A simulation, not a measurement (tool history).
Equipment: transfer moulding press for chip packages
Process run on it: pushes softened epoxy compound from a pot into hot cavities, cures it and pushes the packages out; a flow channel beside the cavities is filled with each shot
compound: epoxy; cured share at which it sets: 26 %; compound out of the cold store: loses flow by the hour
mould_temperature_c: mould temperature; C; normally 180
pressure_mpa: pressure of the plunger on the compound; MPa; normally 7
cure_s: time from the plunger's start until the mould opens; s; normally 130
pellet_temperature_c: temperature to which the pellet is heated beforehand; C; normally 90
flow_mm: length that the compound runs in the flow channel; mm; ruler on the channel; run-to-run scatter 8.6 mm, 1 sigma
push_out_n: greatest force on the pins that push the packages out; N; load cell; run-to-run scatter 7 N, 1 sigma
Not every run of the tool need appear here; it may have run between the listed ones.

| run | hour | mould_temperature_c | pressure_mpa | cure_s | pellet_temperature_c | incoming compound's hours out of the cold store | flow_mm | push_out_n |
|---|---|---|---|---|---|---|---|---|
| 1 | 0 | 180 | 7 | 130 | 90 | 34.1 | 897 | 280 |
| 2 | 19.6 | 180 | 7 | 130 | 90 | 31.7 | 908 | 277 |
| 3 | 36.8 | 180 | 7 | 130 | 90 | 39.4 | 868 | 297 |
|  | 43.1 | cavities cleaned with cleaning compound and waxed |
| 4 | 59.2 | 180 | 7 | 130 | 90 | 37.1 | 868 | 280 |
|  | 86.5 | cavities cleaned with cleaning compound and waxed |
| 5 | 88.8 | 180 | 7 | 130 | 90 | 28.6 | 943 | 275 |
| 6 | 115.2 | 180 | 7 | 130 | 90 | 17.3 | 1001 | 285 |
|  | 130.4 | cavities cleaned with cleaning compound and waxed |
| 7 | 136.8 | 180 | 7 | 130 | 90 | 24.1 | 944 | 292 |
| 8 | 163.1 | 180 | 7 | 148 | 90 | 13.7 | 1033 | 279 |
|  | 172.9 | cavities cleaned with cleaning compound and waxed |
| 9 | 193.5 | 180 | 7 | 148 | 90 | 44.3 | 838 | 251 |
|  | 216.4 | cavities cleaned with cleaning compound and waxed |
| 10 | 220.4 | 180 | 7 | 150 | 90 | 16.2 | 1010 | 247 |
|  | 240.9 | plunger's sealing rings changed |
| 11 | 247.7 | 180 | 7 | 130 | 90 | 14.2 | 1025 | 275 |
|  | 263.1 | cavities cleaned with cleaning compound and waxed |
| 12 | 279 | 180 | 7 | 130 | 90 | 20.6 | 966 | 288 |
|  | 307.4 | cavities cleaned with cleaning compound and waxed |
| 13 | 314.3 | 180 | 7 | 130 | 90 | 45.2 | 837 | 276 |
| 14 | 331.1 | 180 | 6.1 | 130 | 90 | 23.1 | 899 | 285 |
|  | 351.3 | cavities cleaned with cleaning compound and waxed |
| 15 | 351.9 | 180 | 7 | 130 | 95 | 44.5 | 845 | 259 |
| 16 | 370.5 | 180 | 7.7 | 130 | 81 | 28.6 | 985 | 279 |
|  | 394 | cavities cleaned with cleaning compound and waxed |
| 17 | 399 | 180 | 7.7 | 130 | 81 | 18.2 | 1055 | 294 |
| 18 | 413.5 | 180 | 6.16 | 148 | 90 | 46.9 | 775 | 258 |
|  | 436.7 | cavities cleaned with cleaning compound and waxed |
| 19 | 442.1 | 181 | 7 | 110 | 92 | 15.4 | 1012 | 347 |
| 20 | 456.1 | 173 | 6.68 | 116 | 92 | 10.2 | 1062 | 586 |
|  | 481.1 | cavities cleaned with cleaning compound and waxed |
| 21 | 481.1 | 186 | 6.72 | 130 | 82 | 26.7 | 899 | 238 |
| 22 | 505.6 | 180 | 7 | 130 | 88 | 38.7 | 862 | 274 |
|  | 525.7 | cavities cleaned with cleaning compound and waxed |
| 23 | 527.1 | 180 | 7.49 | 146 | 90 | 28.1 | 969 | 272 |
| 24 | 549.6 | 180 | 7 | 151 | 96 | 30.1 | 910 | 257 |
|  | 568.8 | cavities cleaned with cleaning compound and waxed |
| 25 | 569.6 | 180 | 7 | 122 | 98 | 26 | 943 | 284 |
|  | 577.2 | mould's thermocouples calibrated |
| 26 | 593.5 | 180 | 7 | 122 | 98 | 14.6 | 1024 | 308 |
|  | 614.2 | cavities cleaned with cleaning compound and waxed |
| 27 | 620.3 | 180 | 7 | 122 | 98 | 26.1 | 934 | 299 |

Here are 5 independent what-if runs from the current tool condition. What would each one return?
| A | 644.3 | 180 | 5.47 | 120 | 90 | 20.9 | ? | ? |
| B | 644.3 | 180 | 5.46 | 122 | 85 | 47.6 | ? | ? |
| C | 644.3 | 180 | 7 | 144 | 90 | 25.6 | ? | ? |
| D | 644.3 | 180 | 7 | 150 | 98 | 30.8 | ? | ? |
| E | 644.3 | 180 | 7 | 122 | 85 | 27.8 | ? | ? |

| run | flow_mm | push_out_n |
|---|---|---|
| A | 863 | 326 |
| B | 720 | 283 |
| C | 951 | 263 |
| D | 904 | 251 |
| E | 930 | 299 |
The same runs, with their run-to-run variation unchanged, on a tool lacking any hidden condition would have given:
| run | flow_mm | push_out_n |
|---|---|---|
| A | 863 | 324 |
| B | 721 | 281 |
| C | 952 | 262 |
| D | 905 | 249 |
| E | 931 | 298 |
